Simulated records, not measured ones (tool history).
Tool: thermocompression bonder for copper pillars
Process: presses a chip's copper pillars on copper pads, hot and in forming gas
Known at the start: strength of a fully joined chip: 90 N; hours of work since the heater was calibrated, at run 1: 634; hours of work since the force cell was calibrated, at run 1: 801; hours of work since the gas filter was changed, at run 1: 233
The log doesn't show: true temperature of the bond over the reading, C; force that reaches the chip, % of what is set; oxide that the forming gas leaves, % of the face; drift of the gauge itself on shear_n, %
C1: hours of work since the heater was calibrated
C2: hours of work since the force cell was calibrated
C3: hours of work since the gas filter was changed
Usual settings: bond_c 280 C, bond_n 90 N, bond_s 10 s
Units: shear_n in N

run 1 hour=0 | bond_c=280 bond_n=90 bond_s=10 | C1=634 C2=801 C3=233 | shear_n=47.6
run 2 hour=53.8 | bond_c=280 bond_n=90 bond_s=10 | C1=667 C2=834 C3=266 | shear_n=48.2
run 3 hour=116.3 | bond_c=280 bond_n=90 bond_s=10 | C1=705 C2=873 C3=304 | shear_n=46.4
run 4 hour=193.6 | bond_c=280 bond_n=90 bond_s=10 | C1=752 C2=920 C3=351 | shear_n=46.8
run 5 hour=234.3 | bond_c=280 bond_n=62 bond_s=10 | C1=777 C2=945 C3=376 | shear_n=38
-- hour=242.7 forming gas filter changed
run 6 hour=276.8 | bond_c=280 bond_n=62 bond_s=10 | C1=803 C2=971 C3=21 | shear_n=38.6
run 7 hour=332 | bond_c=280 bond_n=62 bond_s=10 | C1=837 C2=1005 C3=55 | shear_n=39.4
run 8 hour=394.8 | bond_c=307 bond_n=90 bond_s=10 | C1=876 C2=1043 C3=93 | shear_n=57.7
run 9 hour=459 | bond_c=307 bond_n=90 bond_s=10 | C1=915 C2=1082 C3=133 | shear_n=56.8
run 10 hour=495.8 | bond_c=280 bond_n=90 bond_s=10 | C1=938 C2=1105 C3=155 | shear_n=46.8
-- hour=578.5 heater calibrated with a thermocouple chip
run 11 hour=582.8 | bond_c=280 bond_n=90 bond_s=10 | C1=3 C2=1157 C3=207 | shear_n=49.8
run 12 hour=664.4 | bond_c=280 bond_n=90 bond_s=10 | C1=53 C2=1207 C3=257 | shear_n=49.2
run 13 hour=742.7 | bond_c=274 bond_n=70 bond_s=10 | C1=101 C2=1255 C3=306 | shear_n=40.8
run 14 hour=817.3 | bond_c=280 bond_n=58 bond_s=15 | C1=147 C2=1301 C3=351 | shear_n=44
-- hour=863.1 forming gas filter changed
run 15 hour=865.7 | bond_c=294 bond_n=108 bond_s=10 | C1=176 C2=1330 C3=2 | shear_n=60.2
run 16 hour=946.8 | bond_c=278 bond_n=97 bond_s=16 | C1=226 C2=1380 C3=51 | shear_n=57.7
run 17 hour=1028.2 | bond_c=278 bond_n=97 bond_s=16 | C1=276 C2=1430 C3=101 | shear_n=57.1

The next listed run, before its measurement:
run 18 hour=1087 | bond_c=297 bond_n=97 bond_s=8 | C1=312 C2=1466 C3=137 | shear_n=?

shear_n: 52.6 N
Without the tool's hidden state the same run would have given shear_n 56.8 N.

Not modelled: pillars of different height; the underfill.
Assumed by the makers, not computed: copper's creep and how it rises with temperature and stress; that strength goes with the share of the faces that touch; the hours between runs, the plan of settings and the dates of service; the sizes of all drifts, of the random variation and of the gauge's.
